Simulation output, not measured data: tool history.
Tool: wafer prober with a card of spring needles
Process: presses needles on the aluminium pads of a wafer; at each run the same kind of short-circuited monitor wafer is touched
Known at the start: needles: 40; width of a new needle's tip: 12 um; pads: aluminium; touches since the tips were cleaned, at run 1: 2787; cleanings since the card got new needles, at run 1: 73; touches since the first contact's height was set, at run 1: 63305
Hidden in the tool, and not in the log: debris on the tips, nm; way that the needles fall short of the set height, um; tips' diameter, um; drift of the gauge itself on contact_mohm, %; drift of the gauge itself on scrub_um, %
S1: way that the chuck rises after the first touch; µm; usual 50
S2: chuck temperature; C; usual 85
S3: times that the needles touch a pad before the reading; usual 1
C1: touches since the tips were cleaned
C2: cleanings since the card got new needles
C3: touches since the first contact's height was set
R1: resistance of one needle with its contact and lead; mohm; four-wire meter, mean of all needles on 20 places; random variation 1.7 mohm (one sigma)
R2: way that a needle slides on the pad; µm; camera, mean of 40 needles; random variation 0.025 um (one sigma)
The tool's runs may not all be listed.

| run | hour | S1 | S2 | S3 | C1 | C2 | C3 | R1 | R2 |
|---|---|---|---|---|---|---|---|---|---|
| 1 | 0 | 50 | 85 | 1 | 2787 | 73 | 63305 | 232 | 7.58 |
|  | 6.3 | tips cleaned on abrasive film |
|  | 21.8 | tips cleaned on abrasive film |
|  | 36.8 | tips cleaned on abrasive film |
| 2 | 45.8 | 50 | 31 | 1 | 3430 | 76 | 80711 | 230 | 7.57 |
|  | 51.8 | tips cleaned on abrasive film |
|  | 67.5 | tips cleaned on abrasive film |
|  | 82.9 | tips cleaned on abrasive film |
|  | 98.3 | tips cleaned on abrasive film |
| 3 | 98.9 | 50 | 66 | 1 | 210 | 80 | 100867 | 187 | 7.54 |
|  | 111.9 | tips cleaned on abrasive film |
|  | 128.1 | tips cleaned on abrasive film |
| 4 | 132.9 | 50 | 66 | 1 | 1837 | 82 | 113804 | 226 | 7.47 |
|  | 142.3 | tips cleaned on abrasive film |
|  | 158.4 | tips cleaned on abrasive film |
|  | 158.7 | height of the first contact set anew |
|  | 174.5 | tips cleaned on abrasive film |
| 5 | 187.3 | 50 | 42 | 1 | 4921 | 85 | 10929 | 238 | 7.28 |
|  | 190.2 | tips cleaned on abrasive film |
|  | 205.3 | tips cleaned on abrasive film |
|  | 221.4 | tips cleaned on abrasive film |
|  | 237.5 | tips cleaned on abrasive film |
| 6 | 239.3 | 50 | 85 | 1 | 701 | 89 | 30656 | 199 | 7.24 |
|  | 252.1 | tips cleaned on abrasive film |
|  | 267.2 | tips cleaned on abrasive film |
|  | 280.2 | tips cleaned on abrasive film |
| 7 | 284.8 | 50 | 65 | 1 | 1762 | 92 | 47956 | 226 | 7.22 |
|  | 294 | tips cleaned on abrasive film |
|  | 307 | tips cleaned on abrasive film |
|  | 321.7 | tips cleaned on abrasive film |
| 8 | 321.7 | 50 | 65 | 1 | 0 | 95 | 61966 | 180 | 7.19 |
|  | 337.8 | tips cleaned on abrasive film |
|  | 353.3 | tips cleaned on abrasive film |
| 9 | 353.4 | 42 | 35 | 1 | 36 | 97 | 73999 | 178 | 5.94 |
|  | 367.8 | tips cleaned on abrasive film |
|  | 383.8 | tips cleaned on abrasive film |
|  | 400.1 | tips cleaned on abrasive film |
| 10 | 405.9 | 34 | 101 | 1 | 2232 | 100 | 93968 | 309 | 4.66 |
|  | 415.7 | tips cleaned on abrasive film |
|  | 431.1 | tips cleaned on abrasive film |
| 11 | 434.6 | 34 | 85 | 1 | 1343 | 102 | 104882 | 280 | 4.64 |
|  | 447.1 | tips cleaned on abrasive film |
|  | 462.9 | tips cleaned on abrasive film |
|  | 472.9 | height of the first contact set anew, once more |
|  | 476.5 | tips cleaned on abrasive film |
| 12 | 476.5 | 43 | 58 | 1 | 0 | 105 | 1355 | 183 | 6.65 |
|  | 492.3 | tips cleaned on abrasive film |
|  | 505.4 | tips cleaned on abrasive film |
|  | 518.4 | tips cleaned on abrasive film |
|  | 532.2 | tips cleaned on abrasive film |
| 13 | 532.2 | 50 | 37 | 1 | 0 | 109 | 22494 | 173 | 7.64 |
|  | 547.7 | tips cleaned on abrasive film |
|  | 563.9 | tips cleaned on abrasive film |
|  | 577.9 | tips cleaned on abrasive film |
| 14 | 577.9 | 65 | 85 | 1 | 0 | 112 | 39883 | 176 | 9.93 |

Hidden state or all else? Some run-to-run changes of R1, split into what the settings, what came in and random variation would give without the hidden state, and what is left for the hidden state (with any gauge scatter that isn't in both results):
Run 9 -> 10: S1 42 -> 34, S2 35 -> 101, tips cleaned on abrasive film, tips cleaned on abrasive film, tips cleaned on abrasive film. R1 +131 mohm: hidden state +112, all else +19.
